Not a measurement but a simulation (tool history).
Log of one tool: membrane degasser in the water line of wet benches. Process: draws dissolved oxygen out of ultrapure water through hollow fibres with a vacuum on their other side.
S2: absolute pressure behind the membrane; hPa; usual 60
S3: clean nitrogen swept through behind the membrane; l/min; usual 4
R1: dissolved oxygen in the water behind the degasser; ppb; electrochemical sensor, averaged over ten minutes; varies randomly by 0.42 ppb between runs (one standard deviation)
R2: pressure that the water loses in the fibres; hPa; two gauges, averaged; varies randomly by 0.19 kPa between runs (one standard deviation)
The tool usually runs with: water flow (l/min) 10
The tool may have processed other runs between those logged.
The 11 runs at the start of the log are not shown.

{"run": 12, "hour": 1091.4, "water flow (l/min)": 16, "S2": 60, "S3": 4, "R1": 138.9, "R2": 778.4}
{"run": 13, "hour": 1170.3, "water flow (l/min)": 10, "S2": 60, "S3": 4, "R1": 32.4, "R2": 485.7}
{"run": 14, "hour": 1236.9, "water flow (l/min)": 10, "S2": 60, "S3": 4, "R1": 33.8, "R2": 486.5}
{"run": 15, "hour": 1315.3, "water flow (l/min)": 10, "S2": 60, "S3": 4, "R1": 32.9, "R2": 486.7}
{"hour": 1391.3, "done": "vacuum gauge calibrated"}
{"run": 16, "hour": 1421.6, "water flow (l/min)": 10, "S2": 60, "S3": 4, "R1": 34.7, "R2": 488.2}
{"run": 17, "hour": 1487.6, "water flow (l/min)": 12, "S2": 99.9, "S3": 2.34, "R1": 122.3, "R2": 581.8}
{"run": 18, "hour": 1630.0, "water flow (l/min)": 13, "S2": 60, "S3": 9.25, "R1": 60.3, "R2": 636.1}
{"hour": 1709.0, "done": "vacuum gauge calibrated, once more"}
{"run": 19, "hour": 1754.6, "water flow (l/min)": 13, "S2": 108.8, "S3": 9.25, "R1": 74.3, "R2": 629.9}
{"run": 20, "hour": 1829.1, "water flow (l/min)": 13, "S2": 108.8, "S3": 9.25, "R1": 75.8, "R2": 637.5}
{"run": 21, "hour": 1944.2, "water flow (l/min)": 12, "S2": 115.4, "S3": 2.39, "R1": 133.9, "R2": 585.3}
{"run": 22, "hour": 2049.2, "water flow (l/min)": 12, "S2": 115.4, "S3": 2.39, "R1": 135.3, "R2": 588.7}
{"run": 23, "hour": 2137.5, "water flow (l/min)": 12, "S2": 115.4, "S3": 2.39, "R1": 134.9, "R2": 590.5}
{"run": 24, "hour": 2290.5, "water flow (l/min)": 12, "S2": 115.4, "S3": 2.39, "R1": 135.4, "R2": 588.3}
{"run": 25, "hour": 2400.1, "water flow (l/min)": 12, "S2": 115.4, "S3": 2.39, "R1": 135.2, "R2": 584.3}
{"run": 26, "hour": 2506.0, "water flow (l/min)": 12, "S2": 115.4, "S3": 2.39, "R1": 137, "R2": 588.6}
{"run": 27, "hour": 2633.9, "water flow (l/min)": 8, "S2": 147.2, "S3": 4, "R1": 61.6, "R2": 392.5}
{"run": 28, "hour": 2770.0, "water flow (l/min)": 16, "S2": 36.2, "S3": 9.42, "R1": 113.3, "R2": 785.7}
{"run": 29, "hour": 2884.8, "water flow (l/min)": 9, "S2": 60, "S3": 11.84, "R1": 13.4, "R2": 442.7}
{"run": 30, "hour": 3014.8, "water flow (l/min)": 10, "S2": 63, "S3": 4.2, "R1": 33.5, "R2": 489}
{"run": 31, "hour": 3157.1, "water flow (l/min)": 16, "S2": 63, "S3": 7.39, "R1": 130.4, "R2": 782.6}
{"run": 32, "hour": 3282.9, "water flow (l/min)": 16, "S2": 69.5, "S3": 6.02, "R1": 138.7, "R2": 786.8}

Branching from run 32: 3 alternative next runs. What would each branch give?
{"run": "A", "hour": 3377.5, "water flow (l/min)": 10, "S2": 60, "S3": 2.7, "R1": "?", "R2": "?"}
{"run": "B", "hour": 3377.5, "water flow (l/min)": 10, "S2": 45.1, "S3": 1.67, "R1": "?", "R2": "?"}
{"run": "C", "hour": 3377.5, "water flow (l/min)": 16, "S2": 69.5, "S3": 7.65, "R1": "?", "R2": "?"}

run=A R1=40.4 R2=489.7
run=B R1=33.8 R2=492.6
run=C R1=131.6 R2=783.8
With the hidden condition removed and each run's random variation left untouched, the same runs would have given:
run=A R1=37.6 R2=476.7
run=B R1=31.1 R2=479.6
run=C R1=119.1 R2=763

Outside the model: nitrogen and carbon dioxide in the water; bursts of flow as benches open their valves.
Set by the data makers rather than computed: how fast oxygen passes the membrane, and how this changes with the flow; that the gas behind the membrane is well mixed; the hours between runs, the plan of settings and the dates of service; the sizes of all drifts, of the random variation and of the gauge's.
